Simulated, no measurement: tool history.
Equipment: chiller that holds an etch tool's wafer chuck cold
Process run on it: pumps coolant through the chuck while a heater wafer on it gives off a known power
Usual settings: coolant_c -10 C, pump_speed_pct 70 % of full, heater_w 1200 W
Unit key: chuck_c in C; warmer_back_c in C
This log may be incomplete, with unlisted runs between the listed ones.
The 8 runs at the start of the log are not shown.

run	hour	coolant_c	pump_speed_pct	heater_w	hours since the coolant was changed and the channels were flushed	hours since the pump was overhauled	hours since the chiller's thermometer was calibrated	chuck_c	warmer_back_c
9	817.5	-10	70	1200	5834	2291	2291	0	3.5
10	934.8	-10	70	1200	5951	2408	2408	0	3.45
11	1062.6	-10	94	1200	6079	2536	2536	-2	2.47
12	1137.5	-10	94	1200	6154	2611	2611	-2.2	2.51
13	1247.7	-10	70	1481	6264	2721	2721	2.7	4.24
14	1373.7	-10	70	1481	6390	2847	2847	2.4	4.33
15	1474.7	-10	70	1481	6491	2948	2948	2.4	4.37
16	1586.4	-10	70	1200	6602	3060	3060	0.1	3.49
17	1664.7	-10	70	1200	6681	3138	3138	0.3	3.57
18	1764.3	-16	70	746	6780	3237	3237	-9.7	2.26
19	1836.6	-13	70	631	6853	3310	3310	-7.9	1.89
20	1938.1	-13	70	631	6954	3411	3411	-7.6	1.95

Predict the results of run 21:
21	2057	-13	70	631	7073	3530	3530	?	?

{"run 21": {"chuck_c": -7.5, "warmer_back_c": 1.88}}
Without the tool's hidden state the same run would have given chuck_c -7.5 C, warmer_back_c 1.71 C.
